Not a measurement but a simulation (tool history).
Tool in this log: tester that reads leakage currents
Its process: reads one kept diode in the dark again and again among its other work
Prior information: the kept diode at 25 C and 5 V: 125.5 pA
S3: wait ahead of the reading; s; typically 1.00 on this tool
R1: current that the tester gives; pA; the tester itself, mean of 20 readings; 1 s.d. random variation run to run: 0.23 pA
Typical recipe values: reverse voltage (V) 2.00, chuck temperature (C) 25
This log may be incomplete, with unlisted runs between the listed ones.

{"run": 1, "hour": 0.0, "reverse voltage (V)": 2.0, "chuck temperature (C)": 25, "S3": 1.0, "R1": 72.86}
{"run": 2, "hour": 186.2, "reverse voltage (V)": 2.21, "chuck temperature (C)": 25, "S3": 1.0, "R1": 77.27}
{"run": 3, "hour": 364.5, "reverse voltage (V)": 2.21, "chuck temperature (C)": 25, "S3": 1.0, "R1": 76.67}
{"run": 4, "hour": 475.9, "reverse voltage (V)": 2.21, "chuck temperature (C)": 25, "S3": 1.0, "R1": 76.65}
{"run": 5, "hour": 692.5, "reverse voltage (V)": 2.0, "chuck temperature (C)": 25, "S3": 6.07, "R1": 71.67}
{"run": 6, "hour": 834.0, "reverse voltage (V)": 2.0, "chuck temperature (C)": 24, "S3": 1.0, "R1": 66.22}
{"run": 7, "hour": 1064.9, "reverse voltage (V)": 2.0, "chuck temperature (C)": 24, "S3": 1.0, "R1": 66.38}
{"hour": 1081.9, "done": "chuck's temperature calibrated"}
{"run": 8, "hour": 1284.3, "reverse voltage (V)": 2.0, "chuck temperature (C)": 24, "S3": 1.0, "R1": 70.31}
{"run": 9, "hour": 1386.8, "reverse voltage (V)": 2.0, "chuck temperature (C)": 24, "S3": 1.0, "R1": 69.51}
{"run": 10, "hour": 1563.5, "reverse voltage (V)": 2.0, "chuck temperature (C)": 24, "S3": 1.0, "R1": 69.74}
{"run": 11, "hour": 1657.2, "reverse voltage (V)": 2.24, "chuck temperature (C)": 24, "S3": 1.0, "R1": 73.71}
{"run": 12, "hour": 1784.3, "reverse voltage (V)": 17.09, "chuck temperature (C)": 25, "S3": 1.0, "R1": 261.12}
{"hour": 1984.3, "done": "probe card cleaned and baked"}
{"run": 13, "hour": 1984.3, "reverse voltage (V)": 2.14, "chuck temperature (C)": 25, "S3": 2.37, "R1": 78.05}
{"hour": 2005.5, "done": "tester calibrated"}
{"run": 14, "hour": 2214.4, "reverse voltage (V)": 2.0, "chuck temperature (C)": 26, "S3": 0.86, "R1": 82.09}
{"run": 15, "hour": 2381.2, "reverse voltage (V)": 2.28, "chuck temperature (C)": 25, "S3": 0.42, "R1": 81.83}
{"run": 16, "hour": 2603.2, "reverse voltage (V)": 7.66, "chuck temperature (C)": 25, "S3": 3.78, "R1": 165.72}
{"run": 17, "hour": 2809.4, "reverse voltage (V)": 7.66, "chuck temperature (C)": 33, "S3": 0.56, "R1": 299.11}
{"hour": 3041.4, "done": "probe card cleaned and baked, once more"}
{"run": 18, "hour": 3041.4, "reverse voltage (V)": 9.76, "chuck temperature (C)": 26, "S3": 3.11, "R1": 192.59}
{"run": 19, "hour": 3166.5, "reverse voltage (V)": 9.76, "chuck temperature (C)": 26, "S3": 3.11, "R1": 192.39}
{"run": 20, "hour": 3328.9, "reverse voltage (V)": 1.27, "chuck temperature (C)": 28, "S3": 9.04, "R1": 70.72}
{"run": 21, "hour": 3454.0, "reverse voltage (V)": 5.04, "chuck temperature (C)": 34, "S3": 9.04, "R1": 242.08}
{"run": 22, "hour": 3600.8, "reverse voltage (V)": 6.57, "chuck temperature (C)": 21, "S3": 9.04, "R1": 102.92}
{"run": 23, "hour": 3737.9, "reverse voltage (V)": 8.12, "chuck temperature (C)": 26, "S3": 6.95, "R1": 173.13}
{"run": 24, "hour": 3967.0, "reverse voltage (V)": 3.69, "chuck temperature (C)": 25, "S3": 1.0, "R1": 101.67}

Branching from run 24: 4 alternative next runs. What would each branch give?
{"hour": 4157.9, "done": "chuck's temperature calibrated"}
{"run": "A", "hour": 4157.9, "reverse voltage (V)": 10.35, "chuck temperature (C)": 25, "S3": 8.41, "R1": "?"}
{"hour": 4157.9, "done": "chuck's temperature calibrated"}
{"run": "B", "hour": 4157.9, "reverse voltage (V)": 3.69, "chuck temperature (C)": 45, "S3": 1.0, "R1": "?"}
{"hour": 4157.9, "done": "chuck's temperature calibrated"}
{"run": "C", "hour": 4157.9, "reverse voltage (V)": 2.0, "chuck temperature (C)": 21, "S3": 0.71, "R1": "?"}
{"hour": 4157.9, "done": "chuck's temperature calibrated"}
{"run": "D", "hour": 4157.9, "reverse voltage (V)": 10.73, "chuck temperature (C)": 25, "S3": 1.84, "R1": "?"}

run=A R1=191.28
run=B R1=462.46
run=C R1=54.78
run=D R1=195.61
Without the tool's unlogged condition, the same runs would have read:
run=A R1=189.47
run=B R1=466.98
run=C R1=54.66
run=D R1=193.69
